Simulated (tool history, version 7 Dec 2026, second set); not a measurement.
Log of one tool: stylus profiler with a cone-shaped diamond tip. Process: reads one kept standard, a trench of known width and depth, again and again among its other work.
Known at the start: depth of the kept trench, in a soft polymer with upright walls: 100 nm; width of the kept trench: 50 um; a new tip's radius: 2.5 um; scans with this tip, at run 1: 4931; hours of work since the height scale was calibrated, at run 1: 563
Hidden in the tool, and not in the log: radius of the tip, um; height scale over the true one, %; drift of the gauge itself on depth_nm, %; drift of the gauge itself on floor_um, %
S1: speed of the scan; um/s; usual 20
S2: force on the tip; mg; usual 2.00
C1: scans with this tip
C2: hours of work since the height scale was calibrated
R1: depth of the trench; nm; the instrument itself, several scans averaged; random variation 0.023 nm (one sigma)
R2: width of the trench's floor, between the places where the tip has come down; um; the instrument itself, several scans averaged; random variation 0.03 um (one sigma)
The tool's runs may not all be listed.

{"run": 1, "hour": 0.0, "S1": 20, "S2": 2.0, "C1": 4931, "C2": 563, "R1": 100.86, "R2": 47.9}
{"run": 2, "hour": 39.7, "S1": 20, "S2": 1.12, "C1": 5191, "C2": 592, "R1": 100.65, "R2": 47.87}
{"run": 3, "hour": 82.4, "S1": 20, "S2": 2.0, "C1": 5470, "C2": 624, "R1": 100.81, "R2": 47.86}
{"run": 4, "hour": 128.1, "S1": 20, "S2": 2.0, "C1": 5770, "C2": 658, "R1": 100.89, "R2": 47.87}
{"run": 5, "hour": 170.7, "S1": 20, "S2": 2.0, "C1": 6048, "C2": 690, "R1": 100.84, "R2": 47.85}
{"run": 6, "hour": 207.5, "S1": 20, "S2": 2.0, "C1": 6289, "C2": 718, "R1": 100.85, "R2": 47.81}
{"run": 7, "hour": 252.0, "S1": 20, "S2": 5.34, "C1": 6580, "C2": 751, "R1": 101.55, "R2": 47.8}
{"run": 8, "hour": 297.9, "S1": 20, "S2": 5.34, "C1": 6881, "C2": 785, "R1": 101.59, "R2": 47.8}
{"run": 9, "hour": 322.1, "S1": 20, "S2": 5.34, "C1": 7039, "C2": 803, "R1": 101.57, "R2": 47.75}
{"run": 10, "hour": 357.9, "S1": 20, "S2": 5.34, "C1": 7273, "C2": 830, "R1": 101.59, "R2": 47.73}
{"run": 11, "hour": 391.7, "S1": 20, "S2": 5.34, "C1": 7494, "C2": 855, "R1": 101.55, "R2": 47.65}
{"run": 12, "hour": 426.7, "S1": 20, "S2": 2.0, "C1": 7723, "C2": 881, "R1": 100.9, "R2": 47.61}
{"run": 13, "hour": 466.5, "S1": 20, "S2": 2.0, "C1": 7984, "C2": 911, "R1": 100.95, "R2": 47.61}
{"run": 14, "hour": 492.8, "S1": 6, "S2": 2.0, "C1": 8156, "C2": 931, "R1": 100.96, "R2": 47.72}
{"run": 15, "hour": 523.8, "S1": 6, "S2": 2.0, "C1": 8358, "C2": 954, "R1": 100.94, "R2": 47.62}
{"run": 16, "hour": 560.6, "S1": 8, "S2": 2.0, "C1": 8599, "C2": 981, "R1": 100.96, "R2": 47.64}
{"run": 17, "hour": 584.7, "S1": 8, "S2": 2.0, "C1": 8757, "C2": 999, "R1": 100.97, "R2": 47.62}
{"run": 18, "hour": 610.5, "S1": 20, "S2": 2.0, "C1": 8926, "C2": 1019, "R1": 100.97, "R2": 47.52}
{"hour": 615.4, "done": "height scale calibrated on a step standard"}
{"run": 19, "hour": 645.5, "S1": 20, "S2": 1.08, "C1": 9151, "C2": 22, "R1": 100.46, "R2": 47.46}
{"run": 20, "hour": 678.9, "S1": 20, "S2": 0.9, "C1": 9370, "C2": 47, "R1": 100.39, "R2": 47.5}
{"run": 21, "hour": 708.1, "S1": 20, "S2": 2.61, "C1": 9561, "C2": 69, "R1": 100.82, "R2": 47.52}
{"run": 22, "hour": 752.4, "S1": 20, "S2": 2.61, "C1": 9851, "C2": 102, "R1": 100.87, "R2": 47.5}
{"run": 23, "hour": 775.2, "S1": 20, "S2": 1.33, "C1": 10000, "C2": 119, "R1": 100.57, "R2": 47.41}
{"run": 24, "hour": 814.0, "S1": 9, "S2": 5.62, "C1": 10254, "C2": 148, "R1": 101.41, "R2": 47.52}
{"run": 25, "hour": 862.5, "S1": 25, "S2": 2.39, "C1": 10571, "C2": 184, "R1": 100.78, "R2": 47.46}
{"hour": 885.8, "done": "new tip fitted, height scale calibrated"}
{"run": 26, "hour": 885.8, "S1": 6, "S2": 0.77, "C1": 0, "C2": 0, "R1": 100.39, "R2": 48.56}
{"run": 27, "hour": 911.1, "S1": 26, "S2": 2.97, "C1": 165, "C2": 19, "R1": 100.99, "R2": 48.5}
{"run": 28, "hour": 940.4, "S1": 7, "S2": 1.11, "C1": 357, "C2": 41, "R1": 100.5, "R2": 48.52}
{"run": 29, "hour": 964.5, "S1": 20, "S2": 2.28, "C1": 515, "C2": 59, "R1": 100.84, "R2": 48.48}
{"run": 30, "hour": 986.0, "S1": 20, "S2": 1.91, "C1": 656, "C2": 75, "R1": 100.74, "R2": 48.44}
{"run": 31, "hour": 1032.0, "S1": 20, "S2": 1.91, "C1": 956, "C2": 109, "R1": 100.77, "R2": 48.43}
{"run": 32, "hour": 1054.1, "S1": 20, "S2": 1.91, "C1": 1101, "C2": 126, "R1": 100.74, "R2": 48.33}
{"run": 33, "hour": 1093.2, "S1": 7, "S2": 2.15, "C1": 1357, "C2": 155, "R1": 100.85, "R2": 48.4}
{"run": 34, "hour": 1136.0, "S1": 7, "S2": 2.15, "C1": 1636, "C2": 187, "R1": 100.83, "R2": 48.38}
{"run": 35, "hour": 1176.4, "S1": 50, "S2": 1.53, "C1": 1901, "C2": 217, "R1": 100.68, "R2": 48.17}
{"run": 36, "hour": 1215.5, "S1": 38, "S2": 1.52, "C1": 2157, "C2": 246, "R1": 100.69, "R2": 48.18}
{"run": 37, "hour": 1261.8, "S1": 20, "S2": 2.91, "C1": 2459, "C2": 281, "R1": 101.0, "R2": 48.17}
{"run": 38, "hour": 1297.5, "S1": 6, "S2": 2.15, "C1": 2693, "C2": 307, "R1": 100.8, "R2": 48.21}
{"run": 39, "hour": 1324.1, "S1": 17, "S2": 3.81, "C1": 2867, "C2": 327, "R1": 101.18, "R2": 48.2}
{"run": 40, "hour": 1344.8, "S1": 42, "S2": 2.09, "C1": 3002, "C2": 343, "R1": 100.85, "R2": 48.09}
{"run": 41, "hour": 1372.1, "S1": 42, "S2": 2.09, "C1": 3181, "C2": 363, "R1": 100.84, "R2": 48.03}
{"run": 42, "hour": 1394.1, "S1": 47, "S2": 5.85, "C1": 3325, "C2": 380, "R1": 101.58, "R2": 48.07}
{"run": 43, "hour": 1425.6, "S1": 48, "S2": 2.0, "C1": 3532, "C2": 403, "R1": 100.84, "R2": 47.95}
{"run": 44, "hour": 1449.3, "S1": 48, "S2": 2.0, "C1": 3687, "C2": 421, "R1": 100.83, "R2": 47.97}
{"run": 45, "hour": 1476.5, "S1": 31, "S2": 2.38, "C1": 3864, "C2": 441, "R1": 100.94, "R2": 48.0}
{"run": 46, "hour": 1518.1, "S1": 14, "S2": 3.97, "C1": 4137, "C2": 472, "R1": 101.27, "R2": 48.07}

Forecast each of these 4 alternatives for the next run:
{"run": "A", "hour": 1548.6, "S1": 13, "S2": 1.05, "C1": 4336, "C2": 495, "R1": "?", "R2": "?"}
{"run": "B", "hour": 1548.6, "S1": 65, "S2": 0.84, "C1": 4336, "C2": 495, "R1": "?", "R2": "?"}
{"run": "C", "hour": 1548.6, "S1": 20, "S2": 5.72, "C1": 4336, "C2": 495, "R1": "?", "R2": "?"}
{"run": "D", "hour": 1548.6, "S1": 76, "S2": 0.85, "C1": 4336, "C2": 495, "R1": "?", "R2": "?"}

run=A R1=100.57 R2=47.96
run=B R1=100.56 R2=47.71
run=C R1=101.57 R2=48.00
run=D R1=100.52 R2=47.68
Without the tool's hidden state the same runs would have given:
run=A R1=100.44 R2=48.51
run=B R1=100.43 R2=48.26
run=C R1=101.44 R2=48.55
run=D R1=100.38 R2=48.23

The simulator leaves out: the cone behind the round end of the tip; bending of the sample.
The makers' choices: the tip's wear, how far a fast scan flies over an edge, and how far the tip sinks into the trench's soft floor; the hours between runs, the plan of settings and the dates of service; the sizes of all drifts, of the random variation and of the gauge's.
